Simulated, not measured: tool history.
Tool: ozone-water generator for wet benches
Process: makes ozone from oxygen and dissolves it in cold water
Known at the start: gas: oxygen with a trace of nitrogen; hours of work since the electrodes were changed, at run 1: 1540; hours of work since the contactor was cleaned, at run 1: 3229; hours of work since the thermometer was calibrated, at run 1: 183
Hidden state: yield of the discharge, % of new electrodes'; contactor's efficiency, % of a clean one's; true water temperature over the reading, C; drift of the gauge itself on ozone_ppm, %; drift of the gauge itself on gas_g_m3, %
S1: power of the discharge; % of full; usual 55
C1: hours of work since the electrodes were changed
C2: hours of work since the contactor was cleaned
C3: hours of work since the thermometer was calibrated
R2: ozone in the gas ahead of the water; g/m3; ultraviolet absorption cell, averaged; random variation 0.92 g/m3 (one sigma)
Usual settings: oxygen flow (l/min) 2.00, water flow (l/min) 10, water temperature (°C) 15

{"run": 1, "hour": 0.0, "S1": 55, "oxygen flow (l/min)": 2.0, "water flow (l/min)": 10, "water temperature (°C)": 15, "C1": 1540, "C2": 3229, "C3": 183, "dissolved ozone (ppm)": 16.6, "R2": 155.6}
{"run": 2, "hour": 41.7, "S1": 55, "oxygen flow (l/min)": 2.0, "water flow (l/min)": 10, "water temperature (°C)": 15, "C1": 1582, "C2": 3270, "C3": 224, "dissolved ozone (ppm)": 16.6, "R2": 155.1}
{"run": 3, "hour": 93.6, "S1": 55, "oxygen flow (l/min)": 2.0, "water flow (l/min)": 10, "water temperature (°C)": 15, "C1": 1634, "C2": 3322, "C3": 276, "dissolved ozone (ppm)": 16.5, "R2": 154.5}
{"run": 4, "hour": 149.4, "S1": 55, "oxygen flow (l/min)": 2.0, "water flow (l/min)": 10, "water temperature (°C)": 15, "C1": 1689, "C2": 3377, "C3": 331, "dissolved ozone (ppm)": 16.8, "R2": 153.9}
{"run": 5, "hour": 185.2, "S1": 55, "oxygen flow (l/min)": 2.0, "water flow (l/min)": 6, "water temperature (°C)": 15, "C1": 1725, "C2": 3413, "C3": 367, "dissolved ozone (ppm)": 24.5, "R2": 155.5}
{"run": 6, "hour": 210.1, "S1": 55, "oxygen flow (l/min)": 2.0, "water flow (l/min)": 6, "water temperature (°C)": 15, "C1": 1749, "C2": 3438, "C3": 392, "dissolved ozone (ppm)": 24.8, "R2": 153.0}
{"run": 7, "hour": 248.6, "S1": 55, "oxygen flow (l/min)": 2.0, "water flow (l/min)": 10, "water temperature (°C)": 15, "C1": 1788, "C2": 3476, "C3": 430, "dissolved ozone (ppm)": 16.8, "R2": 154.2}
{"run": 8, "hour": 290.2, "S1": 55, "oxygen flow (l/min)": 2.0, "water flow (l/min)": 10, "water temperature (°C)": 15, "C1": 1829, "C2": 3517, "C3": 471, "dissolved ozone (ppm)": 16.5, "R2": 153.8}
{"run": 9, "hour": 319.2, "S1": 55, "oxygen flow (l/min)": 2.0, "water flow (l/min)": 7, "water temperature (°C)": 15, "C1": 1858, "C2": 3546, "C3": 500, "dissolved ozone (ppm)": 22.5, "R2": 154.6}
{"run": 10, "hour": 372.9, "S1": 55, "oxygen flow (l/min)": 2.0, "water flow (l/min)": 7, "water temperature (°C)": 15, "C1": 1911, "C2": 3600, "C3": 554, "dissolved ozone (ppm)": 22.4, "R2": 154.3}
{"run": 11, "hour": 410.9, "S1": 55, "oxygen flow (l/min)": 2.0, "water flow (l/min)": 7, "water temperature (°C)": 15, "C1": 1949, "C2": 3637, "C3": 591, "dissolved ozone (ppm)": 22.3, "R2": 153.1}
{"run": 12, "hour": 459.0, "S1": 55, "oxygen flow (l/min)": 2.0, "water flow (l/min)": 7, "water temperature (°C)": 15, "C1": 1997, "C2": 3685, "C3": 639, "dissolved ozone (ppm)": 22.4, "R2": 154.5}
{"run": 13, "hour": 494.0, "S1": 55, "oxygen flow (l/min)": 2.0, "water flow (l/min)": 7, "water temperature (°C)": 15, "C1": 2032, "C2": 3720, "C3": 674, "dissolved ozone (ppm)": 22.4, "R2": 155.2}
{"run": 14, "hour": 553.3, "S1": 55, "oxygen flow (l/min)": 2.23, "water flow (l/min)": 10, "water temperature (°C)": 15, "C1": 2091, "C2": 3779, "C3": 733, "dissolved ozone (ppm)": 16.7, "R2": 143.8}
{"run": 15, "hour": 601.6, "S1": 69, "oxygen flow (l/min)": 3.47, "water flow (l/min)": 14, "water temperature (°C)": 12, "C1": 2139, "C2": 3827, "C3": 781, "dissolved ozone (ppm)": 15.1, "R2": 132.0}
{"run": 16, "hour": 651.0, "S1": 69, "oxygen flow (l/min)": 3.47, "water flow (l/min)": 14, "water temperature (°C)": 12, "C1": 2188, "C2": 3876, "C3": 830, "dissolved ozone (ppm)": 15.3, "R2": 131.7}
{"run": 17, "hour": 687.1, "S1": 69, "oxygen flow (l/min)": 3.47, "water flow (l/min)": 14, "water temperature (°C)": 11, "C1": 2224, "C2": 3912, "C3": 866, "dissolved ozone (ppm)": 15.5, "R2": 131.1}
{"run": 18, "hour": 747.2, "S1": 69, "oxygen flow (l/min)": 3.47, "water flow (l/min)": 14, "water temperature (°C)": 11, "C1": 2284, "C2": 3972, "C3": 926, "dissolved ozone (ppm)": 15.4, "R2": 132.3}
{"run": 19, "hour": 800.3, "S1": 69, "oxygen flow (l/min)": 3.47, "water flow (l/min)": 14, "water temperature (°C)": 11, "C1": 2337, "C2": 4025, "C3": 979, "dissolved ozone (ppm)": 15.8, "R2": 130.1}
{"run": 20, "hour": 842.9, "S1": 69, "oxygen flow (l/min)": 3.47, "water flow (l/min)": 14, "water temperature (°C)": 11, "C1": 2379, "C2": 4067, "C3": 1021, "dissolved ozone (ppm)": 15.5, "R2": 131.3}
{"run": 21, "hour": 877.0, "S1": 69, "oxygen flow (l/min)": 3.47, "water flow (l/min)": 14, "water temperature (°C)": 11, "C1": 2413, "C2": 4101, "C3": 1055, "dissolved ozone (ppm)": 15.5, "R2": 130.3}
{"run": 22, "hour": 931.7, "S1": 85, "oxygen flow (l/min)": 2.12, "water flow (l/min)": 12, "water temperature (°C)": 15, "C1": 2467, "C2": 4156, "C3": 1110, "dissolved ozone (ppm)": 20.3, "R2": 213.9}
{"run": 23, "hour": 984.8, "S1": 55, "oxygen flow (l/min)": 1.47, "water flow (l/min)": 10, "water temperature (°C)": 7, "C1": 2520, "C2": 4208, "C3": 1162, "dissolved ozone (ppm)": 17.5, "R2": 188.2}
{"run": 24, "hour": 1013.8, "S1": 55, "oxygen flow (l/min)": 1.47, "water flow (l/min)": 10, "water temperature (°C)": 7, "C1": 2549, "C2": 4237, "C3": 1191, "dissolved ozone (ppm)": 18.0, "R2": 187.6}
{"run": 25, "hour": 1042.9, "S1": 55, "oxygen flow (l/min)": 1.47, "water flow (l/min)": 10, "water temperature (°C)": 14, "C1": 2578, "C2": 4266, "C3": 1220, "dissolved ozone (ppm)": 16.5, "R2": 190.3}
{"run": 26, "hour": 1096.6, "S1": 72, "oxygen flow (l/min)": 1.73, "water flow (l/min)": 6, "water temperature (°C)": 10, "C1": 2631, "C2": 4320, "C3": 1274, "dissolved ozone (ppm)": 33.5, "R2": 209.0}
{"run": 27, "hour": 1126.8, "S1": 99, "oxygen flow (l/min)": 2.42, "water flow (l/min)": 6, "water temperature (°C)": 10, "C1": 2661, "C2": 4350, "C3": 1304, "dissolved ozone (ppm)": 42.4, "R2": 221.8}

Forecast each of these 4 alternatives for the next run:
{"run": "A", "hour": 1165.3, "S1": 99, "oxygen flow (l/min)": 2.42, "water flow (l/min)": 8, "water temperature (°C)": 17, "C1": 2700, "C2": 4388, "C3": 1342, "dissolved ozone (ppm)": "?", "R2": "?"}
{"run": "B", "hour": 1165.3, "S1": 41, "oxygen flow (l/min)": 2.42, "water flow (l/min)": 11, "water temperature (°C)": 10, "C1": 2700, "C2": 4388, "C3": 1342, "dissolved ozone (ppm)": "?", "R2": "?"}
{"run": "C", "hour": 1165.3, "S1": 57, "oxygen flow (l/min)": 2.0, "water flow (l/min)": 8, "water temperature (°C)": 16, "C1": 2700, "C2": 4388, "C3": 1342, "dissolved ozone (ppm)": "?", "R2": "?"}
{"run": "D", "hour": 1165.3, "S1": 77, "oxygen flow (l/min)": 2.42, "water flow (l/min)": 6, "water temperature (°C)": 10, "C1": 2700, "C2": 4388, "C3": 1342, "dissolved ozone (ppm)": "?", "R2": "?"}

run=A dissolved_ozone_(ppm)=30.8 R2=222.8
run=B dissolved_ozone_(ppm)=12.8 R2=106.0
run=C dissolved_ozone_(ppm)=20.5 R2=159.6
run=D dissolved_ozone_(ppm)=34.7 R2=179.7
Without the tool's hidden state the same runs would have given:
run=A dissolved_ozone_(ppm)=30.8 R2=223.0
run=B dissolved_ozone_(ppm)=12.8 R2=106.1
run=C dissolved_ozone_(ppm)=20.6 R2=159.6
run=D dissolved_ozone_(ppm)=34.8 R2=179.8

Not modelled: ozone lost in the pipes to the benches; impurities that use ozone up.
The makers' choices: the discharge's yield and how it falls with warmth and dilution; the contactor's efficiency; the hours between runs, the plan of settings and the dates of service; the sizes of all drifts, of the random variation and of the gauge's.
